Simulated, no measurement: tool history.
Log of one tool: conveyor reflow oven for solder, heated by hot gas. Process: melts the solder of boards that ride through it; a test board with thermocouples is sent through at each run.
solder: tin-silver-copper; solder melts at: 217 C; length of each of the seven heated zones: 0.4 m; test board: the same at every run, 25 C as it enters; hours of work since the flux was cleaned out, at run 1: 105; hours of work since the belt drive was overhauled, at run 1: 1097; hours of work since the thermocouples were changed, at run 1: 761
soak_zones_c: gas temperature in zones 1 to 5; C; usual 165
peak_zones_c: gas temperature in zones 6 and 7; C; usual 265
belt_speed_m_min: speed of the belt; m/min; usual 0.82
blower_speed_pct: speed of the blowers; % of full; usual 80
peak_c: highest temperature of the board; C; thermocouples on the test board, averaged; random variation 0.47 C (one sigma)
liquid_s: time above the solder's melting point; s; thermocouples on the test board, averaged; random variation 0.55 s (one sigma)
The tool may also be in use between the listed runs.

| run | day | soak_zones_c | peak_zones_c | belt_speed_m_min | blower_speed_pct | hours of work since the flux was cleaned out | hours of work since the belt drive was overhauled | hours of work since the thermocouples were changed | peak_c | liquid_s |
|---|---|---|---|---|---|---|---|---|---|---|
| 1 | 0 | 165 | 265 | 0.82 | 80 | 105 | 1097 | 761 | 245.1 | 36.5 |
| 2 | 0.917 | 165 | 265 | 0.82 | 80 | 116 | 1108 | 771 | 244.8 | 36.7 |
| 3 | 2.129 | 165 | 265 | 0.82 | 80 | 130 | 1122 | 785 | 244.3 | 36.2 |
| 4 | 3.521 | 165 | 265 | 0.82 | 80 | 146 | 1138 | 802 | 244.1 | 36.7 |
| 5 | 4.767 | 165 | 265 | 0.82 | 80 | 160 | 1153 | 816 | 244.4 | 36.4 |
|  | 5.604 | belt drive overhauled, speed set with a stopwatch |
| 6 | 6.217 | 165 | 265 | 0.82 | 80 | 175 | 7 | 831 | 244.5 | 37 |
| 7 | 8.167 | 165 | 265 | 0.82 | 80 | 198 | 30 | 854 | 243.4 | 35 |
| 8 | 9.733 | 165 | 265 | 0.82 | 80 | 216 | 48 | 872 | 242.9 | 35.3 |
|  | 10.942 | belt drive overhauled, speed set with a stopwatch, once more |
| 9 | 11.108 | 165 | 265 | 0.82 | 80 | 230 | 2 | 886 | 243.5 | 35 |
| 10 | 13.017 | 165 | 265 | 0.82 | 80 | 253 | 24 | 908 | 241.4 | 33.9 |
| 11 | 14.121 | 165 | 265 | 0.82 | 80 | 266 | 37 | 921 | 241.4 | 33.4 |
| 12 | 15.108 | 165 | 264 | 0.968 | 55 | 277 | 49 | 933 | 225.7 | 11.8 |
| 13 | 16.983 | 165 | 276 | 0.82 | 51 | 299 | 70 | 954 | 241.8 | 31.5 |
| 14 | 18.617 | 165 | 263 | 0.82 | 66 | 318 | 89 | 973 | 235.8 | 26.7 |
| 15 | 20.288 | 165 | 279 | 0.76 | 55 | 337 | 109 | 993 | 249.1 | 41 |
| 16 | 22.125 | 165 | 279 | 0.76 | 55 | 359 | 130 | 1014 | 248.8 | 40.1 |
| 17 | 24.104 | 165 | 279 | 0.825 | 55 | 382 | 153 | 1037 | 244.2 | 32.7 |
| 18 | 25.583 | 165 | 279 | 0.825 | 55 | 399 | 171 | 1055 | 243.7 | 33.1 |
| 19 | 26.921 | 155 | 267 | 0.82 | 80 | 415 | 186 | 1070 | 238.2 | 29 |

Forecast each of these 5 alternatives for the next run:
|  | 27.483 | flux residue cleaned out of gas plates and filters |
| A | 28.858 | 165 | 262 | 0.806 | 80 | 16 | 206 | 1090 | ? | ? |
|  | 27.483 | flux residue cleaned out of gas plates and filters |
| B | 28.858 | 169 | 265 | 0.764 | 80 | 16 | 206 | 1090 | ? | ? |
|  | 27.483 | flux residue cleaned out of gas plates and filters |
| C | 28.858 | 171 | 265 | 0.82 | 51 | 16 | 206 | 1090 | ? | ? |
|  | 27.483 | flux residue cleaned out of gas plates and filters |
| D | 28.858 | 165 | 254 | 0.82 | 80 | 16 | 206 | 1090 | ? | ? |
|  | 27.483 | flux residue cleaned out of gas plates and filters |
| E | 28.858 | 168 | 265 | 0.82 | 80 | 16 | 206 | 1090 | ? | ? |

| run | peak_c | liquid_s |
|---|---|---|
| A | 243.3 | 36.1 |
| B | 247.8 | 44.3 |
| C | 237.3 | 30.1 |
| D | 235.2 | 29.2 |
| E | 245.2 | 38.1 |
Without the tool's hidden state the same runs would have given:
| run | peak_c | liquid_s |
|---|---|---|
| A | 246.7 | 38.5 |
| B | 251.3 | 46.4 |
| C | 240.4 | 32.8 |
| D | 238.6 | 32.2 |
| E | 248.6 | 40.3 |

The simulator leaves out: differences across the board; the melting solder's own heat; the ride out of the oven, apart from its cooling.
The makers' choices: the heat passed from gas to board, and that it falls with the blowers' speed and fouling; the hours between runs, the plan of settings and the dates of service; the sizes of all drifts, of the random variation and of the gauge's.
